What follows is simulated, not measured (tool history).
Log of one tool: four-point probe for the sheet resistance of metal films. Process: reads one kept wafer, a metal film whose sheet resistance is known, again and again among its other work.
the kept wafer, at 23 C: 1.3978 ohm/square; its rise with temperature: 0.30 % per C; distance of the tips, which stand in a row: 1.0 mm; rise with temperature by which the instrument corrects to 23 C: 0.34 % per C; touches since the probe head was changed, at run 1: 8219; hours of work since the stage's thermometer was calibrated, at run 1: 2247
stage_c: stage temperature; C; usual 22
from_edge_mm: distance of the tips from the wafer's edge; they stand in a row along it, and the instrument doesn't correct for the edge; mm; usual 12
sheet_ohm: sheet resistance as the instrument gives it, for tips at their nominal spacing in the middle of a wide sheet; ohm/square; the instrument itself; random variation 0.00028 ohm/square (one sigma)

run   hour  stage_c  from_edge_mm  touches since the probe head was changed  hours of work since the stage's thermometer was calibrated  sheet_ohm
  1    0.0       22            12                                      8219                                                        2247   1.397618
  2   10.2       22            12                                      8410                                                        2254   1.398176
  3   17.9       22            12                                      8557                                                        2260   1.397731
  4   32.5       21            12                                      8831                                                        2270   1.398303
  5   39.6       22            12                                      8965                                                        2276   1.397910
  6   51.2       27            12                                      9183                                                        2284   1.395273
  7   66.0       27            12                                      9461                                                        2294   1.395232
  8   79.1       22            12                                      9709                                                        2304   1.397784
  9   86.4       22            12                                      9846                                                        2309   1.398196
 10   94.3       22            12                                      9994                                                        2314   1.397696
 11  109.6       22            12                                     10283                                                        2325   1.398642
 12  116.7       23            12                                     10417                                                        2331   1.397327
 13  132.1       23            12                                     10706                                                        2341   1.397566
 14  139.8       23            12                                     10851                                                        2347   1.397924
 15  149.9       22            12                                     11042                                                        2354   1.398258
 16  162.1       22            12                                     11272                                                        2363   1.398681
     165.6  -- stage's thermometer calibrated
 17  172.8       22            12                                     11463                                                           5   1.399297
 18  182.0       25            12                                     11636                                                          12   1.397103
 19  197.6       34            22                                     11930                                                          23   1.388204
     208.3  -- stage's thermometer calibrated, once more
 20  213.5       24             7                                     12220                                                           4   1.404802
 21  230.8       24             7                                     12546                                                          16   1.405047
 22  246.4       21             6                                     12840                                                          27   1.411841
 23  259.8       30            38                                     13093                                                          37   1.387070
 24  268.4       29            12                                     13253                                                          43   1.392096
 25  279.2       23            71                                     13457                                                          51   1.390395

Forecast run 26:
 26  287.3       20            31                                     13610                                                          56          ?

sheet_ohm: 1.393370 ohm/square
Without the tool's hidden state the same run would have given sheet_ohm 1.400732 ohm/square.
